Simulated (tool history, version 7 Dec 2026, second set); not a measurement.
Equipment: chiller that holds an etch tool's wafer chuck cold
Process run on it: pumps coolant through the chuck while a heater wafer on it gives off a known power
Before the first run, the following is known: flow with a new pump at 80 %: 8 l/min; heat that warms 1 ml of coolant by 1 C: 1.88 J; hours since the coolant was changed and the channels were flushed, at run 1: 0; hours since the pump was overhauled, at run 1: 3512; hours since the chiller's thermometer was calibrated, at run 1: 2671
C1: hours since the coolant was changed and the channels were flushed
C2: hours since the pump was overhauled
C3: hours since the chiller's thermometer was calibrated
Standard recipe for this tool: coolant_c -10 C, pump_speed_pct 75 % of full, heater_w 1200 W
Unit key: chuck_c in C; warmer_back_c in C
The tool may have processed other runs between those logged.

run 1 day=0.000 | coolant_c=-10 pump_speed_pct=75 heater_w=1200 | C1=0 C2=3512 C3=2671 | chuck_c=8.7 warmer_back_c=6.28
run 2 day=7.271 | coolant_c=-10 pump_speed_pct=75 heater_w=1200 | C1=174 C2=3687 C3=2845 | chuck_c=9.0 warmer_back_c=6.36
run 3 day=14.862 | coolant_c=-10 pump_speed_pct=75 heater_w=1200 | C1=357 C2=3869 C3=3027 | chuck_c=9.5 warmer_back_c=6.42
run 4 day=19.712 | coolant_c=-10 pump_speed_pct=75 heater_w=1200 | C1=473 C2=3985 C3=3144 | chuck_c=9.7 warmer_back_c=6.46
run 5 day=26.250 | coolant_c=-10 pump_speed_pct=75 heater_w=1200 | C1=630 C2=4142 C3=3301 | chuck_c=9.9 warmer_back_c=6.51
run 6 day=31.183 | coolant_c=-10 pump_speed_pct=75 heater_w=1200 | C1=748 C2=4261 C3=3419 | chuck_c=10.2 warmer_back_c=6.55
run 7 day=38.312 | coolant_c=-10 pump_speed_pct=75 heater_w=1200 | C1=919 C2=4432 C3=3590 | chuck_c=10.5 warmer_back_c=6.65
run 8 day=43.375 | coolant_c=-10 pump_speed_pct=75 heater_w=1200 | C1=1041 C2=4553 C3=3712 | chuck_c=10.7 warmer_back_c=6.74
run 9 day=50.538 | coolant_c=-10 pump_speed_pct=75 heater_w=1200 | C1=1213 C2=4725 C3=3883 | chuck_c=11.1 warmer_back_c=6.78
-- day=56.488 coolant pump overhauled
run 10 day=58.888 | coolant_c=-10 pump_speed_pct=66 heater_w=1200 | C1=1408 C2=58 C3=4079 | chuck_c=19.0 warmer_back_c=9.93
run 11 day=65.696 | coolant_c=-10 pump_speed_pct=75 heater_w=1200 | C1=1572 C2=221 C3=4242 | chuck_c=16.6 warmer_back_c=8.90
-- day=69.217 coolant pump overhauled, once more
run 12 day=69.738 | coolant_c=-10 pump_speed_pct=75 heater_w=1200 | C1=1664 C2=13 C3=4334 | chuck_c=7.0 warmer_back_c=5.04
run 13 day=76.150 | coolant_c=-16 pump_speed_pct=76 heater_w=1782 | C1=1818 C2=166 C3=4488 | chuck_c=9.5 warmer_back_c=7.47
run 14 day=80.975 | coolant_c=-9 pump_speed_pct=87 heater_w=1782 | C1=1933 C2=282 C3=4604 | chuck_c=14.3 warmer_back_c=6.68
run 15 day=84.867 | coolant_c=-10 pump_speed_pct=87 heater_w=939 | C1=2027 C2=376 C3=4697 | chuck_c=2.1 warmer_back_c=3.48
run 16 day=88.950 | coolant_c=-10 pump_speed_pct=75 heater_w=631 | C1=2125 C2=474 C3=4795 | chuck_c=-1.0 warmer_back_c=2.71
run 17 day=93.896 | coolant_c=-14 pump_speed_pct=70 heater_w=687 | C1=2243 C2=592 C3=4914 | chuck_c=-3.3 warmer_back_c=3.19
run 18 day=101.000 | coolant_c=-15 pump_speed_pct=75 heater_w=1228 | C1=2414 C2=763 C3=5085 | chuck_c=3.7 warmer_back_c=5.36
run 19 day=105.583 | coolant_c=-15 pump_speed_pct=75 heater_w=1228 | C1=2524 C2=873 C3=5195 | chuck_c=3.8 warmer_back_c=5.37
run 20 day=109.517 | coolant_c=-8 pump_speed_pct=91 heater_w=1303 | C1=2618 C2=967 C3=5289 | chuck_c=9.4 warmer_back_c=4.79
-- day=112.350 coolant changed, channels flushed
run 21 day=116.912 | coolant_c=-10 pump_speed_pct=69 heater_w=1104 | C1=109 C2=1139 C3=5460 | chuck_c=6.0 warmer_back_c=5.37
run 22 day=123.154 | coolant_c=-10 pump_speed_pct=69 heater_w=1104 | C1=259 C2=1289 C3=5610 | chuck_c=6.5 warmer_back_c=5.34
run 23 day=126.500 | coolant_c=-10 pump_speed_pct=69 heater_w=609 | C1=340 C2=1369 C3=5691 | chuck_c=-1.2 warmer_back_c=3.03

Here are 4 independent what-if runs from the current tool condition. What would each one return?
-- day=127.258 chiller's thermometer calibrated
run A day=133.646 | coolant_c=-14 pump_speed_pct=75 heater_w=957 | C1=510 C2=1539 C3=153 | chuck_c=? warmer_back_c=?
-- day=127.258 chiller's thermometer calibrated
run B day=133.646 | coolant_c=-10 pump_speed_pct=69 heater_w=1481 | C1=510 C2=1539 C3=153 | chuck_c=? warmer_back_c=?
-- day=127.258 chiller's thermometer calibrated
run C day=133.646 | coolant_c=-15 pump_speed_pct=69 heater_w=744 | C1=510 C2=1539 C3=153 | chuck_c=? warmer_back_c=?
-- day=127.258 chiller's thermometer calibrated
run D day=133.646 | coolant_c=-12 pump_speed_pct=75 heater_w=1409 | C1=510 C2=1539 C3=153 | chuck_c=? warmer_back_c=?

run=A chuck_c=0.0 warmer_back_c=4.35
run=B chuck_c=13.1 warmer_back_c=7.27
run=C chuck_c=-3.4 warmer_back_c=3.68
run=D chuck_c=8.6 warmer_back_c=6.40
Without the tool's unlogged condition, the same runs would have read:
run=A chuck_c=-1.1 warmer_back_c=4.06
run=B chuck_c=11.3 warmer_back_c=6.78
run=C chuck_c=-4.4 warmer_back_c=3.43
run=D chuck_c=7.0 warmer_back_c=5.97

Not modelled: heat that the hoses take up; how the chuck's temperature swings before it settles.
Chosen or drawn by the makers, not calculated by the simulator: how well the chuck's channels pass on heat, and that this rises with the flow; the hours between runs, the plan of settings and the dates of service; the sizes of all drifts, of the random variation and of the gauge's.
